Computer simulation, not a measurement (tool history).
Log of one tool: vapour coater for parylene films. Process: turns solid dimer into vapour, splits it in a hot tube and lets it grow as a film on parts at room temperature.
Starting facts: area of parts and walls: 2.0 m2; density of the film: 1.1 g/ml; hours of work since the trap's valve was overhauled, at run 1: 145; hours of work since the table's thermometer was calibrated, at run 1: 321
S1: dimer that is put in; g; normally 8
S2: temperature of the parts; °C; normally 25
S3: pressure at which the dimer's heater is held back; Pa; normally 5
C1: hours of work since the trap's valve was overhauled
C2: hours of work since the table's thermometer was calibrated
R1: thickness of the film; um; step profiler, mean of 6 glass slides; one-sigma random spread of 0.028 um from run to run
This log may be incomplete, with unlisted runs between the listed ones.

run	hour	S1	S2	S3	C1	C2	R1
1	0	8	25	5	145	321	2.38
2	16.4	8	25	5	152	328	2.36
3	28.3	8	25	5	157	333	2.4
4	42	8	25	5	163	339	2.41
5	58.6	8	25	5	170	346	2.39
6	74.8	8	25	5	177	353	2.38
7	94.3	8	25	5	186	361	2.4
8	117.7	8	25	5	196	371	2.38
9	141.1	8	25	5	206	381	2.38
# hour 146.7: trap's valve overhauled
10	157.8	13	25	6.37	5	387	3.67
11	179.2	8	25	7.1	14	396	2.3
12	191.3	3	30	2	19	401	0.82
13	208.6	3	27	3.32	27	409	0.85
14	219.3	9	29	3.55	31	413	2.45
15	232	7	17	5	37	419	2.52
# hour 239.4: trap's valve overhauled, once more
16	252.1	6	22	5	5	426	1.94
17	276.4	8	31	7.51	16	436	2.01

What if the next run were any one of these 5? Each begins from the tool's condition after run 17:
A	296.2	12	25	8.05	24	445	?
B	296.2	8	18	5	24	445	?
C	296.2	4	31	7.51	24	445	?
D	296.2	8	25	4.11	24	445	?
E	296.2	10	18	5	24	445	?

run	R1
A	3.47
B	2.9
C	1
D	2.42
E	3.59
With the hidden condition removed and each run's random variation left untouched, the same runs would have given:
run	R1
A	3.57
B	2.98
C	1.02
D	2.49
E	3.68
